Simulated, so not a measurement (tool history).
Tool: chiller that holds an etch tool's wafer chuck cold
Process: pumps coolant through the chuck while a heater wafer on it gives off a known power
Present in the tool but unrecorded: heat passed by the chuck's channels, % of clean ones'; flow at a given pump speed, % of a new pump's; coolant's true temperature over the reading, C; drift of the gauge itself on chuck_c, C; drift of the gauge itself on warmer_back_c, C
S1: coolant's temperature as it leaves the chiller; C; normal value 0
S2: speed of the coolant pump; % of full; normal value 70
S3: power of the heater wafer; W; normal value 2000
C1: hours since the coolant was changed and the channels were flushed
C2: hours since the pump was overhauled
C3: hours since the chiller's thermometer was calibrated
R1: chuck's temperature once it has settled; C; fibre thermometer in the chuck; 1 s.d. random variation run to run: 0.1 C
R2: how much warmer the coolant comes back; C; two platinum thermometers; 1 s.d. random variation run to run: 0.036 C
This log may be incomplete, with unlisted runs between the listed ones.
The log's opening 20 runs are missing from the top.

run 21 hour=2699.3 | S1=6 S2=72 S3=1441 | C1=6187 C2=6187 C3=1938 | R1=16.7 R2=5.25
run 22 hour=2836.2 | S1=7 S2=86 S3=1476 | C1=6324 C2=6324 C3=2075 | R1=16.9 R2=4.54
run 23 hour=3045.9 | S1=0 S2=70 S3=1031 | C1=6534 C2=6534 C3=2285 | R1=7.7 R2=3.90
run 24 hour=3217.2 | S1=0 S2=63 S3=1528 | C1=6705 C2=6705 C3=2456 | R1=12.4 R2=6.45
-- hour=3323.9 coolant changed, channels flushed
run 25 hour=3380.4 | S1=0 S2=66 S3=2912 | C1=57 C2=6862 C3=2614 | R1=21.7 R2=11.68
run 26 hour=3500.5 | S1=-6 S2=66 S3=2912 | C1=177 C2=6983 C3=2734 | R1=15.8 R2=11.77
run 27 hour=3678.8 | S1=1 S2=66 S3=1326 | C1=355 C2=7161 C3=2912 | R1=10.9 R2=5.30
run 28 hour=3832.9 | S1=0 S2=70 S3=1109 | C1=509 C2=7315 C3=3066 | R1=7.9 R2=4.23
run 29 hour=4020.5 | S1=0 S2=70 S3=1002 | C1=697 C2=7503 C3=3254 | R1=7.1 R2=3.78
run 30 hour=4122.8 | S1=-7 S2=96 S3=1792 | C1=799 C2=7605 C3=3356 | R1=3.6 R2=4.92
run 31 hour=4322.9 | S1=8 S2=93 S3=1166 | C1=999 C2=7805 C3=3556 | R1=15.0 R2=3.29

Branching from run 31: 5 alternative next runs. What would each branch give?
run A hour=4466.4 | S1=0 S2=87 S3=1603 | C1=1143 C2=7948 C3=3700 | R1=? R2=?
run B hour=4466.4 | S1=10 S2=60 S3=1319 | C1=1143 C2=7948 C3=3700 | R1=? R2=?
run C hour=4466.4 | S1=-3 S2=77 S3=2707 | C1=1143 C2=7948 C3=3700 | R1=? R2=?
run D hour=4466.4 | S1=8 S2=93 S3=1099 | C1=1143 C2=7948 C3=3700 | R1=? R2=?
run E hour=4466.4 | S1=3 S2=66 S3=2000 | C1=1143 C2=7948 C3=3700 | R1=? R2=?

run=A R1=10.2 R2=4.90
run=B R1=20.7 R2=5.91
run=C R1=15.7 R2=9.37
run=D R1=14.7 R2=3.13
run=E R1=18.3 R2=8.12
Stripped of hidden state, with their random variation kept, the same runs would have yielded:
run=A R1=9.7 R2=4.42
run=B R1=20.1 R2=5.33
run=C R1=14.6 R2=8.44
run=D R1=14.4 R2=2.82
run=E R1=17.4 R2=7.32
